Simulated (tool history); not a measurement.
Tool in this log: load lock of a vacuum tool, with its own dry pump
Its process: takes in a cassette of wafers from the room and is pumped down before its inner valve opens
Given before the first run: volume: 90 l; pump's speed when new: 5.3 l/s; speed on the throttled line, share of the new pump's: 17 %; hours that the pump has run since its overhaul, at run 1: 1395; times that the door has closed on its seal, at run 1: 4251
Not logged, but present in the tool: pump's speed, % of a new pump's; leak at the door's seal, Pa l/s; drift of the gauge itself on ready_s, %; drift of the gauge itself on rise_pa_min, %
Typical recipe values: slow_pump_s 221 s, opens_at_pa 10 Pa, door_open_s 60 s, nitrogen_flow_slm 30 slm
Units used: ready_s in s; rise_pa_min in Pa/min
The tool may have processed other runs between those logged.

| run | day | slow_pump_s | opens_at_pa | door_open_s | nitrogen_flow_slm | hours that the pump has run since its overhaul | times that the door has closed on its seal | incoming humidity of the room's air, % | ready_s | rise_pa_min |
|---|---|---|---|---|---|---|---|---|---|---|
| 1 | 0.000 | 221 | 10 | 60 | 30 | 1395 | 4251 | 48.5 | 342.5 | 0.028 |
| 2 | 4.800 | 221 | 10 | 60 | 30 | 1510 | 4709 | 47.0 | 340.8 | 0.032 |
| 3 | 13.400 | 221 | 10 | 60 | 30 | 1716 | 5530 | 41.3 | 342.3 | 0.036 |
| 4 | 22.288 | 221 | 10 | 60 | 30 | 1930 | 6379 | 46.3 | 340.7 | 0.037 |
| 5 | 28.933 | 221 | 10 | 60 | 30 | 2089 | 7014 | 43.1 | 346.1 | 0.039 |
| 6 | 34.100 | 221 | 10 | 60 | 30 | 2213 | 7507 | 44.5 | 345.7 | 0.046 |
| 7 | 43.712 | 221 | 10 | 60 | 30 | 2444 | 8425 | 42.6 | 345.5 | 0.046 |
| 8 | 51.708 | 221 | 11 | 60 | 30 | 2636 | 9188 | 43.5 | 348.3 | 0.060 |
| 9 | 59.321 | 221 | 11 | 60 | 30 | 2818 | 9915 | 45.8 | 343.7 | 0.064 |
| 10 | 64.983 | 221 | 10 | 60 | 4 | 2954 | 10456 | 41.8 | 345.2 | 0.079 |
| 11 | 73.562 | 221 | 10 | 60 | 4 | 3160 | 11275 | 41.9 | 346.1 | 0.077 |
| 12 | 83.200 | 221 | 10 | 60 | 4 | 3392 | 12195 | 45.2 | 345.2 | 0.088 |
| 13 | 90.167 | 156 | 10 | 60 | 4 | 3559 | 12860 | 44.4 | 293.3 | 0.091 |
| 14 | 98.442 | 156 | 10 | 60 | 4 | 3757 | 13650 | 44.3 | 295.9 | 0.100 |
| 15 | 102.688 | 221 | 9 | 60 | 30 | 3859 | 14056 | 43.8 | 348.6 | 0.090 |
| 16 | 111.400 | 158 | 9 | 159 | 30 | 4068 | 14888 | 43.7 | 297.8 | 0.096 |
| 17 | 118.275 | 220 | 18 | 57 | 30 | 4233 | 15544 | 42.7 | 336.8 | 0.102 |
| 18 | 125.004 | 221 | 18 | 39 | 30 | 4395 | 16187 | 44.8 | 337.1 | 0.107 |
| 19 | 130.492 | 221 | 18 | 39 | 30 | 4527 | 16710 | 46.7 | 337.3 | 0.108 |
| 20 | 137.050 | 221 | 18 | 72 | 30 | 4684 | 17337 | 45.5 | 337.7 | 0.114 |
| 21 | 143.008 | 248 | 20 | 60 | 23 | 4827 | 17906 | 42.8 | 356.4 | 0.125 |
| 22 | 148.992 | 226 | 13 | 32 | 21 | 4971 | 18477 | 44.1 | 350.8 | 0.129 |
| 23 | 153.438 | 120 | 11 | 104 | 30 | 5077 | 18901 | 46.2 | 267.8 | 0.136 |
| 24 | 159.604 | 120 | 14 | 104 | 30 | 5225 | 19490 | 44.2 | 262.2 | 0.132 |
| 25 | 169.629 | 120 | 14 | 104 | 30 | 5466 | 20447 | 43.3 | 261.0 | 0.150 |
| 26 | 177.538 | 378 | 12 | 174 | 5 | 5656 | 21202 | 46.2 | 475.9 | 0.169 |
| 27 | 186.238 | 378 | 12 | 174 | 5 | 5864 | 22033 | 45.2 | 474.3 | 0.182 |
| 28 | 195.967 | 221 | 19 | 60 | 30 | 6098 | 22962 | 42.8 | 338.8 | 0.169 |
| 29 | 200.733 | 170 | 10 | 60 | 11 | 6212 | 23417 | 46.8 | 305.5 | 0.176 |
| 30 | 209.708 | 170 | 12 | 60 | 8 | 6428 | 24274 | 44.2 | 304.3 | 0.192 |

Below are 5 alternative next runs, each starting from the tool's condition after run 30. Predict each:
| A | 215.479 | 170 | 13 | 60 | 8 | 6566 | 24825 | 44.9 | ? | ? |
| B | 215.479 | 221 | 14 | 109 | 17 | 6566 | 24825 | 44.1 | ? | ? |
| C | 215.479 | 307 | 10 | 60 | 30 | 6566 | 24825 | 46.5 | ? | ? |
| D | 215.479 | 288 | 13 | 221 | 30 | 6566 | 24825 | 43.7 | ? | ? |
| E | 215.479 | 129 | 12 | 60 | 10 | 6566 | 24825 | 46.1 | ? | ? |

| run | ready_s | rise_pa_min |
|---|---|---|
| A | 303.7 | 0.200 |
| B | 342.7 | 0.198 |
| C | 421.0 | 0.187 |
| D | 397.3 | 0.204 |
| E | 272.2 | 0.191 |
Stripped of hidden state, with their random variation kept, the same runs would have yielded:
| run | ready_s | rise_pa_min |
|---|---|---|
| A | 292.1 | 0.014 |
| B | 332.1 | 0.011 |
| C | 410.8 | 0.008 |
| D | 387.6 | 0.018 |
| E | 259.9 | 0.010 |
